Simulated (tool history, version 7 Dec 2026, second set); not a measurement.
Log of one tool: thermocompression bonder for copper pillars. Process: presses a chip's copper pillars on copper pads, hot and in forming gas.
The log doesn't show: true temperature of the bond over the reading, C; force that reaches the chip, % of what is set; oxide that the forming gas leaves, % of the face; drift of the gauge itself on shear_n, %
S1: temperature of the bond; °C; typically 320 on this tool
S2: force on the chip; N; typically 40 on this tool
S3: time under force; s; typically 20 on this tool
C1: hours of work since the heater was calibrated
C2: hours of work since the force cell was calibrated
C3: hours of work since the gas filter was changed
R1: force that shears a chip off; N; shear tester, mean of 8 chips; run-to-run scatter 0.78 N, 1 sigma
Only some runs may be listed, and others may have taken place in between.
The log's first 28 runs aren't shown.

run	hour	S1	S2	S3	C1	C2	C3	R1
29	1685.8	330	45	15	165	580	161	59.8
30	1727.4	330	45	15	192	606	188	60.1
31	1789.2	320	25	26	232	646	228	48.1
32	1831.6	320	29	12	259	674	255	38.1
33	1867.1	320	29	18	282	697	278	45.6
34	1903.6	304	35	44	305	720	302	59
35	1964.1	320	59	20	345	759	341	66.5
36	2024.4	313	40	20	384	798	380	48.9

Run 37 is up next; what results do you expect?
37	2089.5	326	53	17	426	840	422	?

R1: 59.5 N
With no hidden state in the tool, this same run would have given R1 67.6 N.

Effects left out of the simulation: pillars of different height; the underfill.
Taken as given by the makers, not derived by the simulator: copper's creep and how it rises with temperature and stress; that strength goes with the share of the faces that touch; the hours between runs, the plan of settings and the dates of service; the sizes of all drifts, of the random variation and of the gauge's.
